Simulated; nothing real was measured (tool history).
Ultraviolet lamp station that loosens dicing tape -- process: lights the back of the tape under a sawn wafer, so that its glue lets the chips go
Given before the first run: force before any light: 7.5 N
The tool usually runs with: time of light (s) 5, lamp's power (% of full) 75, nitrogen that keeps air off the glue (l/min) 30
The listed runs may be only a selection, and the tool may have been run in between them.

| run | hour | time of light (s) | lamp's power (% of full) | nitrogen that keeps air off the glue (l/min) | force that peels the tape off (N) | light that reached the tape (J/m2) |
|---|---|---|---|---|---|---|
| 1 | 0 | 5 | 75 | 30 | 0.478 | 5420 |
| 2 | 31.6 | 5 | 75 | 18 | 0.683 | 5460 |
| 3 | 58.1 | 5 | 75 | 18 | 0.664 | 5450 |
| 4 | 81.9 | 5 | 75 | 18 | 0.655 | 5450 |
| 5 | 114.7 | 5 | 83 | 30 | 0.394 | 6020 |
| 6 | 142.9 | 5 | 83 | 30 | 0.393 | 6020 |
| 7 | 160.3 | 5 | 83 | 30 | 0.391 | 6040 |
| 8 | 187.1 | 5 | 83 | 30 | 0.39 | 6040 |
| 9 | 205.8 | 5 | 83 | 30 | 0.39 | 6050 |
| 10 | 232.3 | 5 | 83 | 30 | 0.385 | 6030 |
| 11 | 256.9 | 5 | 83 | 30 | 0.389 | 6060 |
| 12 | 284 | 3 | 83 | 30 | 0.951 | 3670 |
| 13 | 304.4 | 5 | 75 | 13 | 0.824 | 5470 |
| 14 | 330.7 | 5 | 75 | 30 | 0.479 | 5450 |
| 15 | 360.6 | 5 | 69 | 30 | 0.545 | 5010 |
| 16 | 376.5 | 5 | 69 | 30 | 0.534 | 5030 |
| 17 | 390.6 | 2 | 75 | 30 | 2.093 | 2140 |
| 18 | 410.9 | 2 | 75 | 30 | 2.032 | 2150 |
|  | 417.6 | window cleaned of glue's vapour |
| 19 | 441.7 | 2 | 75 | 30 | 2.04 | 2170 |
| 20 | 458.3 | 5 | 94 | 30 | 0.334 | 6880 |
| 21 | 483.3 | 5 | 78 | 30 | 0.442 | 5710 |
| 22 | 511.6 | 5 | 75 | 30 | 0.487 | 5480 |
| 23 | 525.2 | 5 | 90 | 30 | 0.342 | 6490 |
| 24 | 548.9 | 8 | 84 | 42 | 0.23 | 9860 |
| 25 | 575.9 | 7 | 80 | 21 | 0.307 | 8190 |
| 26 | 596.6 | 7 | 80 | 21 | 0.307 | 8070 |
| 27 | 625.3 | 5 | 80 | 21 | 0.533 | 5800 |
| 28 | 657.1 | 2 | 75 | 30 | 2.065 | 2190 |
| 29 | 685.1 | 3 | 75 | 30 | 1.158 | 3280 |
| 30 | 713.7 | 5 | 83 | 16 | 0.611 | 6080 |
| 31 | 729.6 | 5 | 83 | 16 | 0.604 | 6050 |
| 32 | 760.8 | 6 | 82 | 34 | 0.295 | 7220 |
| 33 | 779.8 | 5 | 71 | 30 | 0.517 | 5140 |
| 34 | 802.6 | 5 | 81 | 16 | 0.621 | 5910 |
| 35 | 818 | 2 | 75 | 36 | 1.96 | 2170 |
|  | 835.8 | window cleaned of glue's vapour |
| 36 | 850.5 | 6 | 86 | 36 | 0.256 | 7500 |
| 37 | 879.7 | 4 | 69 | 27 | 0.868 | 3990 |
| 38 | 899.5 | 4 | 69 | 27 | 0.87 | 4030 |
| 39 | 921 | 5 | 91 | 32 | 0.333 | 6660 |
| 40 | 942.1 | 2 | 85 | 11 | 2.752 | 2500 |
| 41 | 968.9 | 9 | 85 | 29 | 0.228 | 11220 |
| 42 | 994.3 | 5 | 75 | 30 | 0.46 | 5400 |
| 43 | 1025.9 | 6 | 75 | 24 | 0.385 | 6490 |
| 44 | 1047.7 | 6 | 75 | 55 | 0.269 | 6620 |

Branching from run 44: 3 alternative next runs. What would each branch give?
| A | 1068.8 | 5 | 64 | 36 | ? | ? |
| B | 1068.8 | 6 | 71 | 14 | ? | ? |
| C | 1068.8 | 4 | 75 | 10 | ? | ? |

| run | force that peels the tape off (N) | light that reached the tape (J/m2) |
|---|---|---|
| A | 0.537 | 4660 |
| B | 0.598 | 6230 |
| C | 1.503 | 4330 |
With no hidden state in the tool, these same runs would have given:
| run | force that peels the tape off (N) | light that reached the tape (J/m2) |
|---|---|---|
| A | 0.535 | 4660 |
| B | 0.596 | 6240 |
| C | 1.499 | 4340 |
